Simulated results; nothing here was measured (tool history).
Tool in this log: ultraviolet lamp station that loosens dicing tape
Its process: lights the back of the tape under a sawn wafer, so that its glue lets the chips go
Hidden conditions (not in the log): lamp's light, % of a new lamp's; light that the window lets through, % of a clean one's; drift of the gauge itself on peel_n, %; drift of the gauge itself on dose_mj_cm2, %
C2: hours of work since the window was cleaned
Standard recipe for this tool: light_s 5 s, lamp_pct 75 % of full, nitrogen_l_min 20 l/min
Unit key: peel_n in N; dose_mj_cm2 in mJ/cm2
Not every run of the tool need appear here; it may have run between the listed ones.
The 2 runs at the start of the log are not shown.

Run 3, hour 111.8: usual settings but lamp_pct 72 % of full; hours of work of the lamp 483; C2 523. Result: peel_n 0.639 N, dose_mj_cm2 165 mJ/cm2.
Run 4, hour 179.5: usual settings but lamp_pct 72 % of full; hours of work of the lamp 511; C2 550. Result: peel_n 0.655 N, dose_mj_cm2 163 mJ/cm2.
Run 5, hour 228.5: usual settings but lamp_pct 72 % of full; hours of work of the lamp 531; C2 570. Result: peel_n 0.670 N, dose_mj_cm2 160 mJ/cm2.
Run 6, hour 298.7: usual settings; hours of work of the lamp 559; C2 599. Result: peel_n 0.648 N, dose_mj_cm2 166 mJ/cm2.
Run 7, hour 344.5: usual settings but light_s 9 s; hours of work of the lamp 578; C2 618. Result: peel_n 0.264 N, dose_mj_cm2 294 mJ/cm2.
Run 8, hour 378.3: usual settings but light_s 9 s; hours of work of the lamp 592; C2 631. Result: peel_n 0.278 N, dose_mj_cm2 289 mJ/cm2.
Run 9, hour 426.4: usual settings but light_s 9 s; hours of work of the lamp 611; C2 651. Result: peel_n 0.291 N, dose_mj_cm2 286 mJ/cm2.
At hour 463.0: window cleaned of glue's vapour.
Run 10, hour 474.2: usual settings but light_s 9 s; hours of work of the lamp 631; C2 5. Result: peel_n 0.323 N, dose_mj_cm2 261 mJ/cm2.
Run 11, hour 544.3: usual settings but light_s 9 s; hours of work of the lamp 659; C2 33. Result: peel_n 0.312 N, dose_mj_cm2 252 mJ/cm2.
Run 12, hour 586.8: usual settings but light_s 9 s; hours of work of the lamp 677; C2 51. Result: peel_n 0.304 N, dose_mj_cm2 253 mJ/cm2.
At hour 611.1: lamp changed.
Run 13, hour 646.3: usual settings but light_s 9 s; hours of work of the lamp 14; C2 74. Result: peel_n 0.262 N, dose_mj_cm2 330 mJ/cm2.
Run 14, hour 701.5: usual settings but nitrogen_l_min 16 l/min; hours of work of the lamp 37; C2 97. Result: peel_n 0.635 N, dose_mj_cm2 181 mJ/cm2.
Run 15, hour 758.9: usual settings but lamp_pct 78 % of full, nitrogen_l_min 16 l/min; hours of work of the lamp 60; C2 120. Result: peel_n 0.621 N, dose_mj_cm2 187 mJ/cm2.
At hour 812.1: window cleaned of glue's vapour, once more.
Run 16, hour 813.7: usual settings but lamp_pct 63 % of full, nitrogen_l_min 16 l/min; hours of work of the lamp 83; C2 1. Result: peel_n 0.592 N, dose_mj_cm2 189 mJ/cm2.
Run 17, hour 869.0: usual settings but lamp_pct 63 % of full, nitrogen_l_min 16 l/min; hours of work of the lamp 105; C2 23. Result: peel_n 0.629 N, dose_mj_cm2 184 mJ/cm2.
Run 18, hour 920.2: usual settings but lamp_pct 63 % of full, nitrogen_l_min 16 l/min; hours of work of the lamp 126; C2 44. Result: peel_n 0.640 N, dose_mj_cm2 181 mJ/cm2.
Run 19, hour 969.0: usual settings but light_s 6 s; hours of work of the lamp 146; C2 64. Result: peel_n 0.310 N, dose_mj_cm2 255 mJ/cm2.
Run 20, hour 1010.0: usual settings but light_s 6 s; hours of work of the lamp 163; C2 81. Result: peel_n 0.333 N, dose_mj_cm2 252 mJ/cm2.
Run 21, hour 1080.8: usual settings but light_s 6 s; hours of work of the lamp 192; C2 110. Result: peel_n 0.346 N, dose_mj_cm2 248 mJ/cm2.
Run 22, hour 1146.0: usual settings but light_s 6 s; hours of work of the lamp 218; C2 136. Result: peel_n 0.354 N, dose_mj_cm2 243 mJ/cm2.
Run 23, hour 1218.8: usual settings but light_s 6 s; hours of work of the lamp 248; C2 166. Result: peel_n 0.354 N, dose_mj_cm2 242 mJ/cm2.
Run 24, hour 1249.1: usual settings but lamp_pct 85 % of full; hours of work of the lamp 260; C2 178. Result: peel_n 0.400 N, dose_mj_cm2 225 mJ/cm2.
Run 25, hour 1299.6: usual settings but light_s 4 s, lamp_pct 85 % of full, nitrogen_l_min 15 l/min; hours of work of the lamp 281; C2 199. Result: peel_n 0.682 N, dose_mj_cm2 178 mJ/cm2.
Run 26, hour 1360.5: usual settings but light_s 4 s, lamp_pct 85 % of full, nitrogen_l_min 15 l/min; hours of work of the lamp 306; C2 224. Result: peel_n 0.678 N, dose_mj_cm2 175 mJ/cm2.

Run 27 is up next; what results do you expect?
Run 27, hour 1419.7: usual settings but light_s 4 s, lamp_pct 61 % of full, nitrogen_l_min 34 l/min; hours of work of the lamp 330; C2 248. Result: peel_n ?, dose_mj_cm2 ?.

{"run 27": {"peel_n": 0.786, "dose_mj_cm2": 126}}
Without the tool's hidden state the same run would have given peel_n 0.573 N, dose_mj_cm2 153 mJ/cm2.

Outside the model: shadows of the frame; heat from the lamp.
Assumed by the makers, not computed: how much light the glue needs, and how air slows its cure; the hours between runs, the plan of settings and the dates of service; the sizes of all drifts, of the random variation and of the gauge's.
